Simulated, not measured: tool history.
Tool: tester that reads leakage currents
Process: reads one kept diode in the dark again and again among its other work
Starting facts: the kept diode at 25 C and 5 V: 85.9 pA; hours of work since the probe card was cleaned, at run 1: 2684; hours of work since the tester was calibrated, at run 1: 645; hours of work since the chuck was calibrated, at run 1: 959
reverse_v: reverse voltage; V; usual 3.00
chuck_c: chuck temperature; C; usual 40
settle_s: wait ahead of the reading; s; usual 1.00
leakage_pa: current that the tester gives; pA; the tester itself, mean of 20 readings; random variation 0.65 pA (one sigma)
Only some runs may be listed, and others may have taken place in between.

| run | hour | reverse_v | chuck_c | settle_s | hours of work since the probe card was cleaned | hours of work since the tester was calibrated | hours of work since the chuck was calibrated | leakage_pa |
|---|---|---|---|---|---|---|---|---|
| 1 | 0.0 | 3.00 | 40 | 1.00 | 2684 | 645 | 959 | 239.75 |
| 2 | 37.8 | 3.90 | 40 | 1.00 | 2705 | 666 | 980 | 277.17 |
| 3 | 74.8 | 3.90 | 40 | 1.00 | 2725 | 686 | 1001 | 278.03 |
| 4 | 114.7 | 3.00 | 40 | 1.00 | 2747 | 708 | 1023 | 239.64 |
|  | 121.6 | probe card cleaned and baked |
| 5 | 148.1 | 3.00 | 40 | 1.00 | 15 | 725 | 1040 | 242.11 |
| 6 | 191.7 | 3.00 | 40 | 1.00 | 39 | 749 | 1064 | 240.64 |
| 7 | 213.6 | 1.09 | 43 | 0.47 | 51 | 762 | 1076 | 173.88 |
| 8 | 239.4 | 1.09 | 43 | 0.47 | 65 | 776 | 1090 | 174.98 |
| 9 | 277.5 | 3.87 | 41 | 0.62 | 86 | 797 | 1111 | 301.98 |
|  | 286.2 | chuck's temperature calibrated |
| 10 | 309.7 | 3.00 | 39 | 5.77 | 103 | 814 | 13 | 228.92 |

Measured result minus the same run's result without the hidden state. Both carry the same run-to-run variation, though not necessarily the same gauge scatter:
Hidden conditions of the tool in this case: stray current of the dirty probe card, pA a volt; current scale over the true one, %; true chuck temperature over the reading, C; drift of the gauge itself on leakage_pa, %.
| run | leakage_pa |
|---|---|
| 1 | -5.93 |
| 2 | -6.21 |
| 3 | -6.42 |
| 4 | -6.44 |
| 5 | -5.71 |
| 6 | -5.85 |
| 7 | -6.63 |
| 8 | -6.78 |
| 9 | -7.44 |
| 10 | +3.41 |
